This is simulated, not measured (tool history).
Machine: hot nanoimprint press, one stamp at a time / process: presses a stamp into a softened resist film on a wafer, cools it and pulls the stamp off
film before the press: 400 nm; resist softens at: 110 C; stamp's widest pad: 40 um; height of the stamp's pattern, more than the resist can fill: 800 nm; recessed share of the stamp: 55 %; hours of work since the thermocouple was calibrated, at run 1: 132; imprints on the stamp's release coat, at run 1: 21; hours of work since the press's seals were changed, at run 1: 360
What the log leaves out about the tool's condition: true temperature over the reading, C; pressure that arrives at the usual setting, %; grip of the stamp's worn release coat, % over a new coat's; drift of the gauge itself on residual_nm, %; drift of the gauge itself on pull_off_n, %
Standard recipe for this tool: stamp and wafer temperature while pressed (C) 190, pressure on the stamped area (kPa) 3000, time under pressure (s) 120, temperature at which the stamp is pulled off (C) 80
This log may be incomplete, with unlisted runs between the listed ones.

run	day	stamp and wafer temperature while pressed (C)	pressure on the stamped area (kPa)	time under pressure (s)	temperature at which the stamp is pulled off (C)	hours of work since the thermocouple was calibrated	imprints on the stamp's release coat	hours of work since the press's seals were changed	resist left under the stamp's widest pad (angstrom)	greatest force while the stamp is pulled off (N)
1	0	190	3000	120	80	132	21	360	2375	160
2	1.088	190	3000	120	80	150	122	378	2388	156
3	2.496	190	3000	120	80	174	253	401	2378	161
4	4.358	190	3000	120	80	204	427	432	2374	156
# day 6.312: stamp cleaned and given a new release coat
5	6.529	190	3000	120	80	236	20	463	2385	159
6	7.638	190	3000	123	80	254	123	482	2355	163
7	9.562	190	3000	117	80	286	302	513	2382	168
# day 10.271: plate thermocouple calibrated
8	11.071	190	3000	117	80	13	431	536	2403	161
9	12.062	190	3000	117	80	30	523	552	2394	158
# day 12.988: stamp cleaned and given a new release coat
10	13.475	181	4150	120	80	49	45	571	2894	162
11	14.983	181	4150	120	80	73	185	596	2891	163
12	16.079	190	2570	120	80	91	287	614	2531	157
13	17.642	190	2570	120	80	117	432	640	2523	163
14	18.917	193	2350	98	81	138	551	661	2508	156
# day 19.583: stamp cleaned and given a new release coat
15	20.096	193	2350	98	81	153	47	676	2504	158
16	22.067	193	2350	98	81	186	231	708	2502	164
17	23.367	188	3000	120	80	207	352	730	2561	154

Each row is a separate what-if for the run after 17, all from the same tool condition, not one after another. Results?
A	25.329	182	3000	120	80	239	534	762	?	?
B	25.329	184	3000	145	78	239	534	762	?	?
C	25.329	181	3000	147	74	239	534	762	?	?
D	25.329	196	3000	120	84	239	534	762	?	?

run	resist left under the stamp's widest pad (angstrom)	greatest force while the stamp is pulled off (N)
A	3088	161
B	2786	158
C	3037	172
D	1880	157
With no hidden state in the tool, these same runs would have given:
run	resist left under the stamp's widest pad (angstrom)	greatest force while the stamp is pulled off (N)
A	3089	161
B	2786	157
C	3037	171
D	1880	156
